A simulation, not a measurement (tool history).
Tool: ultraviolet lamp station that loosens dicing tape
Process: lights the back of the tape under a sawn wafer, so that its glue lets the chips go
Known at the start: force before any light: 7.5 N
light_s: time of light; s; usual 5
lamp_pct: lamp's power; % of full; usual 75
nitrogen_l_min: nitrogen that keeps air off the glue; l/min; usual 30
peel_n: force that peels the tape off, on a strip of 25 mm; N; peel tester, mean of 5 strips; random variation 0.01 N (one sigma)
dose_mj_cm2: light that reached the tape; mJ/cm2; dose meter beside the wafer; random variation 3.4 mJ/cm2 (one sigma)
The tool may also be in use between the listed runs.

run	hour	light_s	lamp_pct	nitrogen_l_min	peel_n	dose_mj_cm2
1	0	5	75	30	0.478	542
2	31.6	5	75	18	0.683	546
3	58.1	5	75	18	0.664	545
4	81.9	5	75	18	0.655	545
5	114.7	5	83	30	0.394	602
6	142.9	5	83	30	0.393	602
7	160.3	5	83	30	0.391	604
8	187.1	5	83	30	0.39	604
9	205.8	5	83	30	0.39	605
10	232.3	5	83	30	0.385	603
11	256.9	5	83	30	0.389	606
12	284	3	83	30	0.951	367
13	304.4	5	75	13	0.824	547
14	330.7	5	75	30	0.479	545
15	360.6	5	69	30	0.545	501
16	376.5	5	69	30	0.534	503
17	390.6	2	75	30	2.093	214
18	410.9	2	75	30	2.032	215
19	441.7	2	75	30	2.04	217
20	458.3	5	94	30	0.334	688
21	483.3	5	78	30	0.442	571
22	511.6	5	75	30	0.487	548
23	525.2	5	90	30	0.342	649
24	548.9	8	84	42	0.23	986
25	575.9	7	80	21	0.307	819
26	596.6	7	80	21	0.307	807
27	625.3	5	80	21	0.533	580
28	657.1	2	75	30	2.065	219
29	685.1	3	75	30	1.158	328
30	713.7	5	83	16	0.611	608
31	729.6	5	83	16	0.604	605
32	760.8	6	82	34	0.295	722
33	779.8	5	71	30	0.517	514
34	802.6	5	81	16	0.621	591
35	818	2	75	36	1.96	217
36	850.5	6	86	36	0.256	750
37	879.7	4	69	27	0.868	399
38	899.5	4	69	27	0.87	403
39	921	5	91	32	0.333	666
40	942.1	2	85	11	2.752	250
41	968.9	9	85	29	0.228	1122
42	994.3	5	75	30	0.46	540
43	1025.9	6	75	24	0.385	649
44	1047.7	6	75	55	0.269	662

Not shown: 2 entries that the log had between the listed runs. Between which runs, and how does the tool's hidden state differ before and after?
Between runs 18 and 19: window cleaned of glue's vapour (hour 417.6)
  light that the window lets through, % of a clean one's: 99.9 -> 100
Between runs 35 and 36: window cleaned of glue's vapour (hour 835.8)
  light that the window lets through, % of a clean one's: 99.9 -> 100

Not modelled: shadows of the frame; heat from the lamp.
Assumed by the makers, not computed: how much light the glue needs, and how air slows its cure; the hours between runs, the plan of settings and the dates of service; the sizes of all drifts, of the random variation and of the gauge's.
